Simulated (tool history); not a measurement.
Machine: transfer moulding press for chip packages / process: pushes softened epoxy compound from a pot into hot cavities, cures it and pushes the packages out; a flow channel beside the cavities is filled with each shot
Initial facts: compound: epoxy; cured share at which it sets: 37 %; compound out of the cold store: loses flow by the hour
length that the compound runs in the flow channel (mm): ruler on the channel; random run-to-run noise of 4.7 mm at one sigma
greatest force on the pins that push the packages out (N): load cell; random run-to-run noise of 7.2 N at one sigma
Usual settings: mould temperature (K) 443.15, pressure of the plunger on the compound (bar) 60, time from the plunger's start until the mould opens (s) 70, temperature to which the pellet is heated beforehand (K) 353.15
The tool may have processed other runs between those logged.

run,hour,mould temperature (K),pressure of the plunger on the compound (bar),time from the plunger's start until the mould opens (s),temperature to which the pellet is heated beforehand (K),incoming compound's hours out of the cold store,length that the compound runs in the flow channel (mm),greatest force on the pins that push the packages out (N)
1,0,443.15,60,70,353.15,11.4,651,307
2,22.5,443.15,60,70,353.15,43.4,582,400
# hour 51.8: cavities cleaned with cleaning compound and waxed
3,51.8,443.15,74.2,70,353.15,26.7,693,638
4,79.2,443.15,74.2,70,353.15,11.6,716,633
# hour 104.6: cavities cleaned with cleaning compound and waxed
5,110,443.15,74.2,70,353.15,37,655,334
6,129.2,443.15,74.2,70,353.15,18.5,685,419
7,143.6,443.15,74.2,70,353.15,47.8,628,467
# hour 157.5: cavities cleaned with cleaning compound and waxed
8,157.8,443.15,60,96,353.15,31.1,593,241
# hour 162.4: plunger's sealing rings changed
# hour 179.5: cavities cleaned with cleaning compound and waxed, once more
9,190.6,443.15,60,96,353.15,15,648,297
10,208.6,443.15,60,86,358.15,31,609,368
11,221.4,439.15,60,83,359.15,39.1,611,427
# hour 232.3: cavities cleaned with cleaning compound and waxed
12,244.8,443.15,56.2,66,351.15,39.5,574,363
13,263.4,445.15,51.6,66,351.15,13.7,587,428
# hour 284.3: cavities cleaned with cleaning compound and waxed
# hour 294: mould's thermocouples calibrated
14,295.5,449.15,61.3,105,356.15,47.9,565,277
15,322.2,449.15,61.3,105,356.15,13.7,629,369
# hour 339.3: cavities cleaned with cleaning compound and waxed
16,340.9,449.15,62.1,105,356.15,24.3,611,250
17,354.2,449.15,62.1,104,354.15,18.6,629,309
18,373.2,443.15,51.1,62,353.15,15.4,574,583

5 ways to go on from here, each from the tool as it stands after run 18. What would each give?
# hour 379.7: plunger's sealing rings changed
# hour 394.4: cavities cleaned with cleaning compound and waxed
A,401.4,443.15,66.7,70,353.15,13.5,?,?
# hour 379.7: plunger's sealing rings changed
# hour 394.4: cavities cleaned with cleaning compound and waxed
B,401.4,443.15,60,77,353.15,21.5,?,?
# hour 379.7: plunger's sealing rings changed
# hour 394.4: cavities cleaned with cleaning compound and waxed
C,401.4,443.15,56,62,353.15,27.5,?,?
# hour 379.7: plunger's sealing rings changed
# hour 394.4: cavities cleaned with cleaning compound and waxed
D,401.4,443.15,55.1,62,353.15,22.8,?,?
# hour 379.7: plunger's sealing rings changed
# hour 394.4: cavities cleaned with cleaning compound and waxed
E,401.4,448.15,60,93,353.15,17.4,?,?

run,length that the compound runs in the flow channel (mm),greatest force on the pins that push the packages out (N)
A,697,348
B,641,297
C,601,420
D,606,448
E,645,269
The same runs, with their run-to-run variation unchanged, on a tool lacking any hidden condition would have given:
run,length that the compound runs in the flow channel (mm),greatest force on the pins that push the packages out (N)
A,702,300
B,645,255
C,605,363
D,610,387
E,649,231
